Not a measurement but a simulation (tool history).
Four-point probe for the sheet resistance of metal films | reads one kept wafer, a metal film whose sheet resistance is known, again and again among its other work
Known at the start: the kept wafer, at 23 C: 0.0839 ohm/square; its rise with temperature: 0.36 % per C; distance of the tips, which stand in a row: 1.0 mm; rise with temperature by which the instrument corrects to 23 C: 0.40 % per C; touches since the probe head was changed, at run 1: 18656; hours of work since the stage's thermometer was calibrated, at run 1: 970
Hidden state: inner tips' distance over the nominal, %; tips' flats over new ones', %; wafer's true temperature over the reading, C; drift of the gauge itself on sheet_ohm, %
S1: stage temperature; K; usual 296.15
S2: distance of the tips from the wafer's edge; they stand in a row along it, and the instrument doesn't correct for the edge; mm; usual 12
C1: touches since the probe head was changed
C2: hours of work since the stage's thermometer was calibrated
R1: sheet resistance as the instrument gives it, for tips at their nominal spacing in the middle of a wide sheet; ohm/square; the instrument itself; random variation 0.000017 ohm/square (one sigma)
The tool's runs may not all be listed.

run    hour      S1  S2     C1    C2        R1
  1     0.0  296.15  12  18656   970  0.084612
  2    25.4  296.15  12  19282   984  0.084624
  3    59.1  296.15  50  20113  1003  0.084355
  4    79.8  296.15  27  20622  1015  0.084400
  5   104.7  296.15  12  21235  1029  0.084662
  6   138.1  296.15  12  22059  1048  0.084668
  7   163.6  296.15  12  22686  1063  0.084677
  8   188.1  302.15  12  23291  1077  0.084460
  9   218.8  302.15  12  24046  1095  0.084525
 10   241.1  296.15  23  24597  1107  0.084484
 11   259.5  296.15  23  25049  1118  0.084499
 12   289.4  296.15  23  25786  1135  0.084504
 13   315.7  296.15  12  26434  1150  0.084721
 14   337.3  297.15  12  26967  1162  0.084706
      341.2  -- stage's thermometer calibrated
 15   365.1  297.15  12  27640    14  0.084801
 16   385.8  296.15  12  28150    25  0.084833
 17   425.1  296.15   5  29116    48  0.086328
 18   466.6  296.15  19  30140    72  0.084706
      505.2  -- stage's thermometer calibrated, once more
 19   505.2  296.15  68  31079     0  0.084341
 20   540.2  296.15  68  31942    20  0.084354
 21   579.7  296.15  12  32913    43  0.084669
 22   610.8  296.15  12  33680    60  0.084695
 23   652.2  300.15  71  34700    84  0.084260
 24   680.1  300.15  71  35388   100  0.084285
 25   716.6  300.15   5  36286   121  0.086040
 26   749.9  305.15   5  37107   140  0.085856
 27   772.4  305.15   5  37662   153  0.085918
 28   810.4  305.15   5  38597   174  0.085897
 29   838.1  305.15  56  39281   190  0.084169
 30   861.0  305.15  56  39845   203  0.084159
 31   884.0  293.15  22  40412   216  0.084648
 32   905.4  304.15  24  40938   229  0.084251
 33   944.9  304.15  24  41912   251  0.084264
 34   966.1  304.15  24  42434   263  0.084281
 35   984.1  304.15  24  42878   274  0.084322
 36  1007.6  304.15  24  43456   287  0.084318
 37  1035.4  301.15  40  44141   303  0.084388
 38  1069.3  300.15   9  44976   322  0.084954
 39  1093.5  304.15   5  45573   336  0.086027
 40  1126.2  295.15  49  46379   355  0.084606
 41  1168.3  295.15  27  47415   379  0.084655
 42  1200.0  305.15   3  48198   397  0.088987
 43  1230.4  303.15  26  48947   414  0.084401

Some steps in R1 between neighbouring runs. How much of each would the tool show without its hidden state too (settings, what came in, random variation), and how much is left for the hidden state, with any gauge scatter that isn't in both results?
Run 14 -> 15: stage's thermometer calibrated. R1 +0.000095 ohm/square: hidden state +0.000099, all else -0.000004.
Run 18 -> 19: S2 19 -> 68, stage's thermometer calibrated, once more. R1 -0.000365 ohm/square: hidden state -0.000223, all else -0.000142.
Run 24 -> 25: S2 71 -> 5. R1 +0.001755 ohm/square: hidden state +0.000023, all else +0.001732.
Run 41 -> 42: S1 295.15 -> 305.15, S2 27 -> 3. R1 +0.004332 ohm/square: hidden state +0.000042, all else +0.004290.
Run 42 -> 43: S1 305.15 -> 303.15, S2 3 -> 26. R1 -0.004586 ohm/square: hidden state -0.000022, all else -0.004564.

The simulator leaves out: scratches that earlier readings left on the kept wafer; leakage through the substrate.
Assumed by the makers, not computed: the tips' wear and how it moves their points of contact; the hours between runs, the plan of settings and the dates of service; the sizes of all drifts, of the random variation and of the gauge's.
